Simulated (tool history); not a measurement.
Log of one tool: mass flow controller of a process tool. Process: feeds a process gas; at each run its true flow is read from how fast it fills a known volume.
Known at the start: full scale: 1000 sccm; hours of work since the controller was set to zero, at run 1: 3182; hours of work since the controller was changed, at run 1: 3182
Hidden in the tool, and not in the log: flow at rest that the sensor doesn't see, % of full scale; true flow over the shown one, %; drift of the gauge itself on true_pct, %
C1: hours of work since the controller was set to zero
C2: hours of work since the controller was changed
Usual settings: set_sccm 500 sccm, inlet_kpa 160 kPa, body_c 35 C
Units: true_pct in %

{"run": 1, "day": 0.0, "set_sccm": 500, "inlet_kpa": 160, "body_c": 35, "C1": 3182, "C2": 3182, "true_pct": 99.3}
{"run": 2, "day": 6.012, "set_sccm": 500, "inlet_kpa": 160, "body_c": 35, "C1": 3239, "C2": 3239, "true_pct": 99.06}
{"run": 3, "day": 13.458, "set_sccm": 500, "inlet_kpa": 177, "body_c": 35, "C1": 3309, "C2": 3309, "true_pct": 99.09}
{"run": 4, "day": 21.2, "set_sccm": 500, "inlet_kpa": 157, "body_c": 35, "C1": 3382, "C2": 3382, "true_pct": 98.91}
{"run": 5, "day": 26.112, "set_sccm": 500, "inlet_kpa": 214, "body_c": 35, "C1": 3428, "C2": 3428, "true_pct": 98.69}
{"run": 6, "day": 33.408, "set_sccm": 376, "inlet_kpa": 160, "body_c": 35, "C1": 3497, "C2": 3497, "true_pct": 98.66}
{"run": 7, "day": 39.558, "set_sccm": 376, "inlet_kpa": 160, "body_c": 35, "C1": 3555, "C2": 3555, "true_pct": 98.37}
{"run": 8, "day": 44.958, "set_sccm": 500, "inlet_kpa": 160, "body_c": 22, "C1": 3606, "C2": 3606, "true_pct": 98.01}
{"run": 9, "day": 50.846, "set_sccm": 847, "inlet_kpa": 160, "body_c": 35, "C1": 3661, "C2": 3661, "true_pct": 99.5}
{"run": 10, "day": 58.708, "set_sccm": 847, "inlet_kpa": 160, "body_c": 35, "C1": 3735, "C2": 3735, "true_pct": 99.36}
{"run": 11, "day": 64.342, "set_sccm": 186, "inlet_kpa": 259, "body_c": 32, "C1": 3788, "C2": 3788, "true_pct": 97.27}
{"run": 12, "day": 68.808, "set_sccm": 191, "inlet_kpa": 160, "body_c": 35, "C1": 3830, "C2": 3830, "true_pct": 97.47}
{"run": 13, "day": 77.454, "set_sccm": 191, "inlet_kpa": 160, "body_c": 35, "C1": 3912, "C2": 3912, "true_pct": 97.43}
{"run": 14, "day": 86.021, "set_sccm": 610, "inlet_kpa": 185, "body_c": 30, "C1": 3993, "C2": 3993, "true_pct": 98.08}
{"run": 15, "day": 89.796, "set_sccm": 216, "inlet_kpa": 150, "body_c": 20, "C1": 4028, "C2": 4028, "true_pct": 96.62}
{"run": 16, "day": 97.704, "set_sccm": 500, "inlet_kpa": 205, "body_c": 39, "C1": 4103, "C2": 4103, "true_pct": 98.17}
{"day": 99.533, "done": "gauge calibrated"}
{"run": 17, "day": 102.692, "set_sccm": 500, "inlet_kpa": 205, "body_c": 39, "C1": 4150, "C2": 4150, "true_pct": 99.29}
{"run": 18, "day": 108.671, "set_sccm": 500, "inlet_kpa": 168, "body_c": 28, "C1": 4206, "C2": 4206, "true_pct": 98.89}
{"run": 19, "day": 114.842, "set_sccm": 500, "inlet_kpa": 230, "body_c": 28, "C1": 4264, "C2": 4264, "true_pct": 98.58}

Forecast each of these 5 alternatives for the next run:
{"run": "A", "day": 120.05, "set_sccm": 500, "inlet_kpa": 230, "body_c": 29, "C1": 4313, "C2": 4313, "true_pct": "?"}
{"run": "B", "day": 120.05, "set_sccm": 932, "inlet_kpa": 244, "body_c": 28, "C1": 4313, "C2": 4313, "true_pct": "?"}
{"run": "C", "day": 120.05, "set_sccm": 500, "inlet_kpa": 144, "body_c": 28, "C1": 4313, "C2": 4313, "true_pct": "?"}
{"run": "D", "day": 120.05, "set_sccm": 926, "inlet_kpa": 230, "body_c": 28, "C1": 4313, "C2": 4313, "true_pct": "?"}
{"run": "E", "day": 120.05, "set_sccm": 770, "inlet_kpa": 246, "body_c": 26, "C1": 4313, "C2": 4313, "true_pct": "?"}

run=A true_pct=98.78
run=B true_pct=99.62
run=C true_pct=98.77
run=D true_pct=99.58
run=E true_pct=99.09
Without the tool's hidden state the same runs would have given:
run=A true_pct=99.06
run=B true_pct=99.90
run=C true_pct=99.05
run=D true_pct=99.86
run=E true_pct=99.36
